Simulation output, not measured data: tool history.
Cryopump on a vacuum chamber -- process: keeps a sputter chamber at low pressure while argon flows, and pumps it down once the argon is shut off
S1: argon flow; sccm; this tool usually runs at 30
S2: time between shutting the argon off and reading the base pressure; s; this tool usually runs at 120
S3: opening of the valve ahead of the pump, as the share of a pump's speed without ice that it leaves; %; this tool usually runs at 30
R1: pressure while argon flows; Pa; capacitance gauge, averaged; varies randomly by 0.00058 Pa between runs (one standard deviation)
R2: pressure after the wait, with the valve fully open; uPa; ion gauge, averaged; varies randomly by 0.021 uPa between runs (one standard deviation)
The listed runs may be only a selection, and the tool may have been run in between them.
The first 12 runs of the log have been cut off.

run	hour	S1	S2	S3	R1	R2
13	214.4	30	120	49	0.0489	0.66
14	230.7	30	120	49	0.0479	0.63
15	241.7	30	120	30	0.0768	0.61
16	259.4	19	120	30	0.0498	0.64
17	270.6	19	120	30	0.048	0.64
18	296.9	19	120	30	0.0478	0.65
19	310.3	30	120	48	0.0506	0.7
20	333.6	30	120	49	0.0485	0.68
21	346.4	30	120	49	0.0484	0.69
22	361.5	30	120	49	0.0486	0.7
23	373.6	30	52	30	0.0775	0.92
24	386.4	49	120	30	0.1273	0.65
25	408.9	14	120	45	0.0254	0.74
26	426.1	27	120	55	0.0395	0.66

Estimate the outcome of run 27 from the log above:
27	440.6	53	28	30	?	?

R1: 0.1368 Pa
R2: 1.36 uPa
Without the tool's hidden state the same run would have given R1 0.1288 Pa, R2 0.99 uPa.
